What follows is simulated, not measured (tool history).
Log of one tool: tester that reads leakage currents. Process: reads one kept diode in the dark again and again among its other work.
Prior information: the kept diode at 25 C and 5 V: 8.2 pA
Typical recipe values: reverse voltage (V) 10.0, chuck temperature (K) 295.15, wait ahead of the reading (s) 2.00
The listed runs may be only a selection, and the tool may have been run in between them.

run    hour  reverse voltage (V)  chuck temperature (K)  wait ahead of the reading (s)  current that the tester gives (pA)
  1     0.0                 10.0                 295.15                           2.00                                9.65
  2   128.8                 10.0                 295.15                           2.00                               11.78
  3   300.6                 10.0                 295.15                           2.00                               14.43
  4   432.0                  2.5                 295.15                           2.00                                7.33
  5   562.4                  2.5                 295.15                           2.00                                7.82
  6   752.2                  2.5                 295.15                           2.00                                8.60
  7   935.7                  2.5                 295.15                           2.00                                9.53
      950.2  -- chuck's temperature calibrated
  8  1165.6                  1.3                 315.15                           3.00                               24.88
  9  1283.3                  9.6                 308.15                           2.00                               46.24
 10  1413.5                  4.9                 315.15                           1.38                               48.88
 11  1581.7                  8.8                 314.15                           5.18                               65.74

Forecast each of these 3 alternatives for the next run:
  A  1797.4                  8.8                 314.15                           2.12                                   ?
  B  1797.4                  1.3                 301.15                           6.37                                   ?
  C  1797.4                  1.0                 295.15                           1.39                                   ?

run  current that the tester gives (pA)
  A                               69.83
  B                               10.76
  C                                6.44
With no hidden state in the tool, these same runs would have given:
run  current that the tester gives (pA)
  A                               42.38
  B                                6.63
  C                                3.40
